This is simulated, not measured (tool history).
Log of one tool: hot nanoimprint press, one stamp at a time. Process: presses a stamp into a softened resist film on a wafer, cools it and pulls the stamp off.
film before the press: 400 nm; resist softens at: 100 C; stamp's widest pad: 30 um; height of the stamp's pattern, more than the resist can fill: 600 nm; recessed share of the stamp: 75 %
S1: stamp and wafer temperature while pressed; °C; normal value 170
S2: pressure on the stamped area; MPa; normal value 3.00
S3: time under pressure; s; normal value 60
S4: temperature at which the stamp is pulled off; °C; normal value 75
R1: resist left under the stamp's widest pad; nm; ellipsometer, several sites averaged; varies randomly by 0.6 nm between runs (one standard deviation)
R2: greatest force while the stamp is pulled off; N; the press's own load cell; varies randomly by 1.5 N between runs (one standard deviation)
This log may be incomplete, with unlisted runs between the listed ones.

run   hour   S1    S2   S3  S4     R1   R2
  1    0.0  170  3.00   60  75  195.6  124
  2   29.6  170  3.00   60  75  196.6  127
  3   50.2  170  3.18   60  75  190.4  125
  4   70.5  170  3.18   60  75  190.4  125
  5  108.6  170  3.18   60  66  191.4  152
  6  140.1  164  3.00   60  75  240.4  127
  7  172.1  170  3.00   60  75  198.0  133
     185.9  -- stamp cleaned and given a new release coat
     198.3  -- plate thermocouple calibrated
  8  210.0  170  3.00   60  75  201.4  119
  9  233.7  170  3.00   60  75  201.8  117
 10  249.3  170  4.36   60  75  166.8  119
 11  270.5  170  3.00   60  75  201.4  119
 12  286.6  170  3.00   60  75  203.0  120
 13  323.3  170  3.00   60  75  202.5  122
 14  339.5  170  3.00   60  75  203.0  125
 15  371.7  170  3.00   60  75  203.5  126
 16  395.5  170  2.36   81  75  205.3  127
     430.6  -- plate thermocouple calibrated, once more
 17  437.3  170  4.49   81  75  141.9  123
 18  464.6  170  4.57   81  75  140.2  126
 19  495.3  170  3.00   40  82  219.6  107
 20  521.4  170  2.47  100  75  179.0  129
 21  553.4  170  2.47  100  75  179.1  128
     575.4  -- stamp cleaned and given a new release coat
 22  579.8  159  2.25   68  75  295.9  116
 23  598.2  159  2.84   47  63  299.6  145
 24  627.9  181  3.00   60  71  134.8  124
     642.5  -- press's hydraulic seals changed and the load cell set to zero
 25  657.5  163  2.42   60  71  266.8  126
 26  692.1  176  3.00   60  67  158.9  141
 27  730.2  176  3.00   60  67  158.3  142
 28  759.4  169  2.94   60  71  204.0  132
 29  779.3  166  2.88   37  61  261.4  157

What if the next run were any one of these 4? Each begins from the tool's condition after run 29:
  A  805.6  166  4.44  40  75   ?   ?
  B  805.6  159  3.00  60  71   ?   ?
  C  805.6  170  3.00  42  75   ?   ?
  D  805.6  172  3.35  33  75   ?   ?

run     R1   R2
  A  212.8  124
  B  280.1  135
  C  219.7  121
  D  212.3  126
Without the tool's hidden state the same runs would have given:
run     R1   R2
  A  206.5  112
  B  273.5  122
  C  213.9  109
  D  206.7  115
